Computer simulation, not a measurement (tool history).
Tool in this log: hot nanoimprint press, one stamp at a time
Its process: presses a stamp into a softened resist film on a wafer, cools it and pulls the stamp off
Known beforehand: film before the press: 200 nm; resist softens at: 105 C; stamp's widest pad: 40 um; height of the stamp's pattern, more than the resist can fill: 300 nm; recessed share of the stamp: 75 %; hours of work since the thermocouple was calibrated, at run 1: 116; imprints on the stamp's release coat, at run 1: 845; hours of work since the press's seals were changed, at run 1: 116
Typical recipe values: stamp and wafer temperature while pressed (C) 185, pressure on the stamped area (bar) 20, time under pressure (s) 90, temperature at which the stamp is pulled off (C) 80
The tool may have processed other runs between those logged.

run    hour  stamp and wafer temperature while pressed (C)  pressure on the stamped area (bar)  time under pressure (s)  temperature at which the stamp is pulled off (C)  hours of work since the thermocouple was calibrated  imprints on the stamp's release coat  hours of work since the press's seals were changed  resist left under the stamp's widest pad (nm)  greatest force while the stamp is pulled off (N)
  1       0                                            185                                  20                       90                                                80                                                  116                                   845                                                 116                                          106.6                                               244
  2    60.1                                            185                                  20                       64                                                80                                                  150                                  1091                                                 150                                            118                                               272
  3   125.4                                            185                                  20                       64                                                80                                                  186                                  1357                                                 186                                          117.8                                               273
  4   163.7                                            196                                  20                       90                                                80                                                  208                                  1514                                                 208                                           71.9                                               285
  5   226.3                                            174                                  20                       90                                                80                                                  243                                  1769                                                 243                                          150.6                                               304
  6   260.7                                            185                                  20                       73                                                80                                                  262                                  1910                                                 262                                          113.2                                               314
  7   321.8                                            185                                  20                       90                                                80                                                  296                                  2159                                                 296                                          105.6                                               306
  8   372.1                                            185                                  20                       90                                                80                                                  324                                  2364                                                 324                                          105.6                                               327
      403.5  -- plate thermocouple calibrated
      409.5  -- stamp cleaned and given a new release coat
  9   427.6                                            185                                  20                       90                                                80                                                   10                                    74                                                 350                                          109.6                                               214
 10   487.1                                            185                                  20                       90                                                80                                                   43                                   317                                                 384                                          108.9                                               231
 11   538.1                                            177                                  20                       90                                                80                                                   72                                   525                                                 412                                          141.4                                               231
 12   595.3                                            185                                  20                       90                                                68                                                  104                                   759                                                 444                                          107.9                                               262
 13   650.4                                            185                                  20                       90                                                70                                                  135                                   984                                                 475                                          108.6                                               274
 14   699.3                                            185                                  20                       90                                                80                                                  162                                  1183                                                 503                                            109                                               262
 15     733                                            185                                  20                       90                                                80                                                  181                                  1321                                                 521                                          108.2                                               276
 16     781                                            185                                25.4                      110                                                80                                                  208                                  1517                                                 548                                           90.3                                               276
 17     829                                            188                                23.6                       46                                                80                                                  235                                  1713                                                 575                                          110.8                                               292
 18   898.2                                            185                                  20                      113                                                80                                                  274                                  1995                                                 614                                          100.1                                               303
 19   945.7                                            185                                  21                       52                                                67                                                  300                                  2189                                                 640                                          123.1                                               332
 20  1006.3                                            175                                30.6                       69                                                84                                                  334                                  2436                                                 674                                          135.2                                               329
     1020.6  -- plate thermocouple calibrated
     1026.6  -- stamp cleaned and given a new release coat
 21  1055.3                                            175                                30.6                       69                                                84                                                   16                                   118                                                 697                                          137.8                                               220
 22  1085.6                                            182                                24.2                       80                                                75                                                   33                                   242                                                 714                                          116.2                                               233
 23  1147.8                                            182                                24.2                       80                                                75                                                   68                                   496                                                 749                                          115.4                                               232
 24  1212.5                                            194                                24.2                       60                                                75                                                  104                                   760                                                 785                                           83.2                                               258
 25  1243.8                                            180                                  12                       61                                                66                                                  122                                   887                                                 802                                          165.1                                               267
 26  1303.1                                            185                                26.4                       45                                                80                                                  155                                  1129                                                 836                                          118.4                                               254
 27  1354.6                                            183                                  20                      109                                                80                                                  184                                  1340                                                 864                                          110.5                                               269
 28  1407.4                                            183                                  20                      109                                                80                                                  213                                  1555                                                 894                                          109.8                                               282
 29  1467.2                                            185                                20.5                      110                                                80                                                  247                                  1799                                                 928                                          100.7                                               294
 30  1502.5                                            182                                30.8                      110                                                67                                                  267                                  1943                                                 947                                             93                                               323

Describe how what the log doesn't record of the tool's condition differs between the last listed run preceding each entry between runs and the first listed run following it.
Logged between run 8 and run 9: plate thermocouple calibrated (hour 403.5); stamp cleaned and given a new release coat (hour 409.5)
  true temperature over the reading, C: 1.04 -> 0.1; pressure that arrives at the usual setting, %: 97.43 -> 97.25; grip of the stamp's worn release coat, % over a new coat's: 54.3 -> 1.5
  measured minus no-state result, resist left under the stamp's widest pad (nm): -2.5 -> +1.1; greatest force while the stamp is pulled off (N): +113 -> +3
Logged between run 20 and run 21: plate thermocouple calibrated (hour 1020.6); stamp cleaned and given a new release coat (hour 1026.6)
  true temperature over the reading, C: 0.98 -> 0.32; pressure that arrives at the usual setting, %: 94.91 -> 94.73; grip of the stamp's worn release coat, % over a new coat's: 56.1 -> 2.5
  measured minus no-state result, resist left under the stamp's widest pad (nm): +0 -> +3; greatest force while the stamp is pulled off (N): +117 -> +5

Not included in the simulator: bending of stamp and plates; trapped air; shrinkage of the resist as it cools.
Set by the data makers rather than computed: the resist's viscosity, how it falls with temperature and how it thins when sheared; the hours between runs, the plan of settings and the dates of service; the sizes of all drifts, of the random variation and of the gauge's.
